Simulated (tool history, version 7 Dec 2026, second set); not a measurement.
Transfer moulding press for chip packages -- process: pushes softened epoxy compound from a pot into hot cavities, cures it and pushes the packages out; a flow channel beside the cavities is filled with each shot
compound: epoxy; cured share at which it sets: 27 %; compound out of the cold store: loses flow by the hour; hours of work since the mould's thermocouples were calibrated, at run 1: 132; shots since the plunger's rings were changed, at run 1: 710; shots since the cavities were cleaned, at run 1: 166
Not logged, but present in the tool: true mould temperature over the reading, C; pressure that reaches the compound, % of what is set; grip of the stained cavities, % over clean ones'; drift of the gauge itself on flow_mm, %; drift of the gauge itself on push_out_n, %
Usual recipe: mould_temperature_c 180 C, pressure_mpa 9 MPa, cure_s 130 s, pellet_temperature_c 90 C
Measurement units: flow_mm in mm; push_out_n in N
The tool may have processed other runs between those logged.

| run | hour | mould_temperature_c | pressure_mpa | cure_s | pellet_temperature_c | hours of work since the mould's thermocouples were calibrated | shots since the plunger's rings were changed | shots since the cavities were cleaned | incoming compound's hours out of the cold store | flow_mm | push_out_n |
|---|---|---|---|---|---|---|---|---|---|---|---|
| 1 | 0 | 180 | 9 | 130 | 90 | 132 | 710 | 166 | 13.4 | 593.6 | 709 |
| 2 | 37.5 | 180 | 9 | 130 | 90 | 152 | 977 | 433 | 33.4 | 535.7 | 774 |
| 3 | 86.9 | 180 | 9 | 130 | 93 | 178 | 1327 | 783 | 45.6 | 503.5 | 863 |
| 4 | 126.5 | 180 | 9 | 130 | 93 | 198 | 1609 | 1065 | 38 | 520.9 | 936 |
|  | 135.7 | cavities cleaned with cleaning compound and waxed |
| 5 | 190.1 | 180 | 9 | 130 | 90 | 231 | 2050 | 387 | 8.3 | 602.7 | 796 |
| 6 | 242.3 | 187 | 8.4 | 153 | 94 | 258 | 2421 | 758 | 17.9 | 540.6 | 696 |
| 7 | 284.7 | 180 | 7.85 | 159 | 83 | 280 | 2722 | 1059 | 28.4 | 507 | 812 |

Predict the results of run 8:
|  | 293.8 | cavities cleaned with cleaning compound and waxed |
| 8 | 330.1 | 180 | 7.85 | 159 | 83 | 303 | 3034 | 258 | 18.1 | ? | ? |

flow_mm: 531.2 mm
push_out_n: 610 N
Without the tool's hidden state the same run would have given flow_mm 543.3 mm, push_out_n 476 N.
